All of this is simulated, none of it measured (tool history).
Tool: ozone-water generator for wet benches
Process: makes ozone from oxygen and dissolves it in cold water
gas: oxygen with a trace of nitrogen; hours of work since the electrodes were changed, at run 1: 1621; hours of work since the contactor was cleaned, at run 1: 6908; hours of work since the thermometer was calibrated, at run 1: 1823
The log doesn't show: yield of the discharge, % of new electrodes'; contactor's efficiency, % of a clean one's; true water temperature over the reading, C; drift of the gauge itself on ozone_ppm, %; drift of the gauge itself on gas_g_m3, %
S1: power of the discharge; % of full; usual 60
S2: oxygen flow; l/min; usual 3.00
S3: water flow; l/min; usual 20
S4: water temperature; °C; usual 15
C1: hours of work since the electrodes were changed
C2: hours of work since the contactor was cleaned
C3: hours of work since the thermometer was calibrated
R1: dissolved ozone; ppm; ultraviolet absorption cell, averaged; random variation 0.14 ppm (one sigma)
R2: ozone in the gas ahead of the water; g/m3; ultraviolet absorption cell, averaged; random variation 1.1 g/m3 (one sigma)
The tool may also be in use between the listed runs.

Run 1, hour 0.0: usual settings; C1 1621; C2 6908; C3 1823. Result: R1 15.4 ppm, R2 184.2 g/m3.
At hour 16.0: contactor cleaned.
Run 2, hour 174.6: usual settings; C1 1746; C2 116; C3 1949. Result: R1 15.2 ppm, R2 184.7 g/m3.
Run 3, hour 291.8: usual settings; C1 1832; C2 203; C3 2035. Result: R1 15.7 ppm, R2 185.9 g/m3.
Run 4, hour 438.7: usual settings; C1 1940; C2 310; C3 2143. Result: R1 15.5 ppm, R2 187.6 g/m3.
Run 5, hour 522.6: usual settings but S3 23 l/min; C1 2002; C2 372; C3 2204. Result: R1 13.8 ppm, R2 186.1 g/m3.
Run 6, hour 693.7: usual settings but S2 2.14 l/min; C1 2127; C2 498; C3 2330. Result: R1 14.8 ppm, R2 229.1 g/m3.
Run 7, hour 851.1: usual settings but S4 18 °C; C1 2243; C2 613; C3 2445. Result: R1 15.1 ppm, R2 183.0 g/m3.
Run 8, hour 995.4: usual settings but S1 40 % of full, S2 1.57 l/min, S3 17 l/min; C1 2349; C2 719; C3 2551. Result: R1 11.5 ppm, R2 192.7 g/m3.
Run 9, hour 1195.1: usual settings but S1 40 % of full, S2 1.57 l/min, S3 17 l/min; C1 2496; C2 866; C3 2698. Result: R1 11.3 ppm, R2 189.9 g/m3.
Run 10, hour 1369.5: usual settings but S2 4.40 l/min, S3 30 l/min, S4 14 °C; C1 2624; C2 994; C3 2826. Result: R1 11.2 ppm, R2 148.4 g/m3.
Run 11, hour 1475.8: usual settings but S2 3.95 l/min, S3 26 l/min, S4 12 °C; C1 2702; C2 1072; C3 2904. Result: R1 12.9 ppm, R2 157.2 g/m3.
Run 12, hour 1632.5: usual settings but S1 50 % of full, S2 5.30 l/min, S3 30 l/min; C1 2817; C2 1187; C3 3019. Result: R1 9.7 ppm, R2 110.0 g/m3.
Run 13, hour 1810.0: usual settings but S1 50 % of full, S2 5.30 l/min, S3 30 l/min; C1 2947; C2 1318; C3 3150. Result: R1 9.5 ppm, R2 110.6 g/m3.
Run 14, hour 2014.9: usual settings but S1 44 % of full, S2 2.11 l/min, S3 25 l/min, S4 9 °C; C1 3098; C2 1468; C3 3300. Result: R1 9.2 ppm, R2 174.0 g/m3.

3 ways to go on from here, each from the tool as it stands after run 14. What would each give?
Run A, hour 2166.7: usual settings but S2 3.27 l/min, S3 14 l/min, S4 20 °C; C1 3209; C2 1579; C3 3412. Result: R1 ?, R2 ?.
Run B, hour 2166.7: usual settings but S1 44 % of full, S2 4.60 l/min, S3 26 l/min; C1 3209; C2 1579; C3 3412. Result: R1 ?, R2 ?.
Run C, hour 2166.7: usual settings but S1 86 % of full; C1 3209; C2 1579; C3 3412. Result: R1 ?, R2 ?.

run    R1     R2
  A  19.4  178.2
  B   9.4  109.7
  C  21.4  261.4
Without the tool's hidden state the same runs would have given:
run    R1     R2
  A  19.5  176.2
  B   9.4  108.4
  C  21.5  258.5

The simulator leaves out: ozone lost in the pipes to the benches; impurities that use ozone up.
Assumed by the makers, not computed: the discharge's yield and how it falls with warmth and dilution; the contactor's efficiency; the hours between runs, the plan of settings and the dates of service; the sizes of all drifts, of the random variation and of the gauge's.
